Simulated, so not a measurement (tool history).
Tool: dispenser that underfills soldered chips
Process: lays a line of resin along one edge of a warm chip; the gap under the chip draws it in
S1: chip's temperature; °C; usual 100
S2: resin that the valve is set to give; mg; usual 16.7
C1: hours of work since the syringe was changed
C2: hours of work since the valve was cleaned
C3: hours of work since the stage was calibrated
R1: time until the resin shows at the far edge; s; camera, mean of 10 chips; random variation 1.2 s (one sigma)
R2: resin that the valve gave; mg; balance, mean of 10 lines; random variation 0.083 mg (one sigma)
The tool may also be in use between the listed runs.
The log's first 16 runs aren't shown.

run,hour,S1,S2,C1,C2,C3,R1,R2
# hour 57.4: new syringe of resin
17,60.5,100,16.7,2,11,192,128.8,16.52
18,65.3,100,16.7,6,14,195,168.7,16.36
# hour 66.0: new syringe of resin
19,69.2,100,16.7,2,17,198,129.3,16.38
20,73.6,88,21.4,6,20,201,219.0,21.07
# hour 74.7: new syringe of resin
21,76.9,88,21.4,2,22,203,164.8,21.17
22,81.2,88,21.4,5,25,206,206.1,20.90
# hour 83.4: new syringe of resin
23,85.6,95,19.8,2,28,209,136.1,19.35
24,91.1,95,19.8,6,32,213,178.8,19.28
# hour 92.1: new syringe of resin
25,94.3,108,18.5,2,35,215,97.7,17.98
26,98.1,110,18.5,4,37,218,112.9,17.79
# hour 101.0: new syringe of resin
27,103.7,101,20.3,2,41,222,122.0,19.67
28,108.1,114,14.9,5,44,225,114.3,14.32
# hour 109.7: new syringe of resin
29,110.7,115,15.2,1,46,227,78.0,14.55
30,115.6,115,15.2,4,50,231,102.0,14.56
# hour 118.4: new syringe of resin
31,120.9,109,15.9,2,53,234,102.1,15.24
32,123.8,109,15.9,4,56,236,120.3,15.12
# hour 126.9: new syringe of resin
33,127.4,89,15.9,0,58,239,159.8,15.13
34,131.1,104,15.7,3,61,241,125.9,14.83
35,134.9,100,19.0,6,63,244,161.4,18.03

Forecast each of these 4 alternatives for the next run:
# hour 135.6: new syringe of resin
A,137.5,109,19.4,1,65,246,?,?
# hour 135.6: new syringe of resin
B,137.5,114,19.0,1,65,246,?,?
# hour 135.6: new syringe of resin
C,137.5,104,19.0,1,65,246,?,?
# hour 135.6: new syringe of resin
D,137.5,110,17.7,1,65,246,?,?

run,R1,R2
A,92.0,18.43
B,81.3,17.97
C,106.5,18.05
D,92.9,16.79
Without the tool's hidden state the same runs would have given:
run,R1,R2
A,84.7,19.49
B,74.8,18.99
C,98.1,19.08
D,85.3,17.75

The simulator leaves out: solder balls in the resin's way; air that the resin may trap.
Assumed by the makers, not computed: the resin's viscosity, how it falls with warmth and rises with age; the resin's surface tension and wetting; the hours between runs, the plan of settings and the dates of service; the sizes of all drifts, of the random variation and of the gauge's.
